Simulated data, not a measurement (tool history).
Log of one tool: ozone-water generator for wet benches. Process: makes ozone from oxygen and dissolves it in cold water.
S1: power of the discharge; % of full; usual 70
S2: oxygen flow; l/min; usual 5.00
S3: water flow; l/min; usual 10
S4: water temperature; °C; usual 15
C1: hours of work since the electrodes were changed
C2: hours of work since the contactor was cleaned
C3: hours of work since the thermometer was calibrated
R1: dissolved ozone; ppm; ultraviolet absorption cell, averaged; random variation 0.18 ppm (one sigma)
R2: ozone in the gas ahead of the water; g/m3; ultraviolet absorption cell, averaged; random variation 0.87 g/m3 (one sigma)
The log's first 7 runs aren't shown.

run,day,S1,S2,S3,S4,C1,C2,C3,R1,R2
8,6.967,70,5.00,10,14,224,4731,1247,23.5,142.4
9,8.562,70,5.00,10,14,248,4754,1270,23.3,142.3
10,9.729,70,5.00,10,15,265,4772,1288,22.6,141.5
11,11.025,70,5.00,10,15,284,4791,1307,23.0,141.5
12,11.675,70,5.00,10,15,294,4801,1317,22.6,140.9
13,12.946,70,4.60,10,15,313,4820,1336,22.6,144.2
14,14.250,70,5.00,8,15,333,4839,1355,25.8,141.9
15,15.733,70,5.00,14,15,355,4861,1377,18.1,141.7
16,16.629,48,5.49,14,15,368,4875,1391,14.7,109.0
17,17.488,70,3.96,10,8,381,4888,1404,24.7,152.8
18,18.321,86,3.96,14,8,393,4900,1416,21.3,171.8
19,19.329,86,3.96,14,8,408,4915,1431,21.6,171.5
20,20.600,86,3.96,7,8,427,4934,1450,34.5,172.8
21,21.742,49,5.00,16,15,444,4951,1467,13.4,114.2
22,22.762,49,5.00,16,15,460,4966,1482,13.4,113.8
23,24.104,49,8.09,10,15,480,4987,1503,18.6,98.3
24,25.146,73,8.96,8,16,495,5002,1518,25.9,120.7
25,26.079,73,8.96,8,16,509,5016,1532,25.3,120.2
26,27.250,81,5.42,13,20,527,5033,1549,19.6,149.8
27,28.004,71,5.00,10,23,538,5045,1561,19.2,141.4
28,29.458,70,4.08,6,14,560,5066,1582,29.7,148.8
29,30.733,60,4.08,13,14,579,5085,1601,17.0,137.9
30,32.312,92,6.62,10,15,602,5109,1625,27.4,152.8

3 ways to go on from here, each from the tool as it stands after run 30. What would each give?
A,33.371,78,6.62,13,12,618,5125,1641,?,?
B,33.371,66,6.40,10,13,618,5125,1641,?,?
C,33.371,78,5.78,9,15,618,5125,1641,?,?

run,R1,R2
A,22.4,138.2
B,23.1,126.2
C,26.0,143.2
Without the tool's hidden state the same runs would have given:
run,R1,R2
A,24.1,140.4
B,24.7,128.0
C,27.7,145.5
